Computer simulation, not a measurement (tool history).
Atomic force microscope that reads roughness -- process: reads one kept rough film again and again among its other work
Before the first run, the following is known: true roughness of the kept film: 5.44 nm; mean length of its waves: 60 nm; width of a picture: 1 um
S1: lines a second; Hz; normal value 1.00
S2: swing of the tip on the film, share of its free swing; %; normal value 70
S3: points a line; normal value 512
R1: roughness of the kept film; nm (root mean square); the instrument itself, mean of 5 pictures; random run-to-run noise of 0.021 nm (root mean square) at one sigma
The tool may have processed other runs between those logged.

run	hour	S1	S2	S3	R1
1	0.0	1.00	70	512	5.088
2	13.1	1.00	70	1018	5.112
3	22.3	1.00	70	1018	5.100
4	33.0	1.00	70	483	5.079
5	46.2	1.00	70	483	5.091
6	58.6	1.00	70	483	5.078
7	70.9	3.76	73	459	4.741
8	80.1	0.84	73	454	5.080
9	86.7	0.84	72	263	5.096
10	96.7	0.84	72	263	5.082
11	102.2	0.76	77	995	5.076
12	110.7	2.48	70	329	4.899

Between the runs listed above, the log contained 1 entry, not reproduced here. Where in the sequence does each belong, and how does what the log doesn't record of the tool's condition differ from the listed run before to the listed run after?
From run 5 to run 6: new tip fitted (hour 48.1)
  radius of the tip, nm: 7.7 -> 7.1

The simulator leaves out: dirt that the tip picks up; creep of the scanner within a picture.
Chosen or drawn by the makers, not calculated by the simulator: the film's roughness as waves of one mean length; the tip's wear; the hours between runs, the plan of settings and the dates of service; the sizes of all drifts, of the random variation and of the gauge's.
